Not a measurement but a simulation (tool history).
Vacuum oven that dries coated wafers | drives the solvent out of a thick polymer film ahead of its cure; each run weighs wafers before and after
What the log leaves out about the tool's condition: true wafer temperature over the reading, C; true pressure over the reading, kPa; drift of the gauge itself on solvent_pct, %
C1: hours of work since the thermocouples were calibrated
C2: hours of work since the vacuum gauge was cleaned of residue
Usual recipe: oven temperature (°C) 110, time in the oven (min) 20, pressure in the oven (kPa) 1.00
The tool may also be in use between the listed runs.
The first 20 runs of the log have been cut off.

Run 21, day 23.675: usual settings; C1 662; C2 1176. Result: solvent left in the film (%) 3.65.
Run 22, day 25.529: usual settings; C1 693; C2 1208. Result: solvent left in the film (%) 3.70.
Run 23, day 26.300: usual settings but oven temperature (°C) 115, time in the oven (min) 14, pressure in the oven (kPa) 2.35; C1 707; C2 1221. Result: solvent left in the film (%) 4.49.
Run 24, day 27.421: usual settings but oven temperature (°C) 115, time in the oven (min) 14, pressure in the oven (kPa) 2.35; C1 726; C2 1240. Result: solvent left in the film (%) 4.38.
Run 25, day 29.267: usual settings but oven temperature (°C) 115, time in the oven (min) 11, pressure in the oven (kPa) 0.68; C1 758; C2 1272. Result: solvent left in the film (%) 4.91.
At day 29.525: oven's thermocouples calibrated.
Run 26, day 30.554: usual settings but oven temperature (°C) 115, time in the oven (min) 11, pressure in the oven (kPa) 0.68; C1 18; C2 1293. Result: solvent left in the film (%) 4.97.
Run 27, day 32.421: usual settings but oven temperature (°C) 115, time in the oven (min) 11, pressure in the oven (kPa) 0.68; C1 50; C2 1325. Result: solvent left in the film (%) 4.98.
Run 28, day 33.538: usual settings but oven temperature (°C) 123, time in the oven (min) 19; C1 69; C2 1344. Result: solvent left in the film (%) 1.74.
Run 29, day 34.771: usual settings but oven temperature (°C) 107, time in the oven (min) 26, pressure in the oven (kPa) 0.85; C1 90; C2 1365. Result: solvent left in the film (%) 3.44.
At day 35.292: oven's thermocouples calibrated, once more.
Run 30, day 36.425: usual settings but oven temperature (°C) 123, time in the oven (min) 23, pressure in the oven (kPa) 0.79; C1 19; C2 1392. Result: solvent left in the film (%) 1.08.
Run 31, day 37.879: usual settings but pressure in the oven (kPa) 3.77; C1 44; C2 1417. Result: solvent left in the film (%) 4.67.
Run 32, day 38.783: usual settings but time in the oven (min) 36, pressure in the oven (kPa) 1.97; C1 60; C2 1432. Result: solvent left in the film (%) 2.16.
Run 33, day 39.775: usual settings but time in the oven (min) 36, pressure in the oven (kPa) 1.97; C1 77; C2 1450. Result: solvent left in the film (%) 2.19.
Run 34, day 40.779: usual settings but oven temperature (°C) 95, time in the oven (min) 19, pressure in the oven (kPa) 0.54; C1 94; C2 1467. Result: solvent left in the film (%) 6.75.
Run 35, day 41.646: usual settings but oven temperature (°C) 117, time in the oven (min) 11, pressure in the oven (kPa) 2.17; C1 109; C2 1482. Result: solvent left in the film (%) 4.75.

What does the tool deliver on the next run?
Run 36, day 42.725: usual settings but oven temperature (°C) 114, time in the oven (min) 12, pressure in the oven (kPa) 1.41; C1 128; C2 1500. Result: solvent left in the film (%) ?.

solvent left in the film (%): 4.83
Had the tool carried no hidden state, the very same run would have given solvent left in the film (%) 4.58.
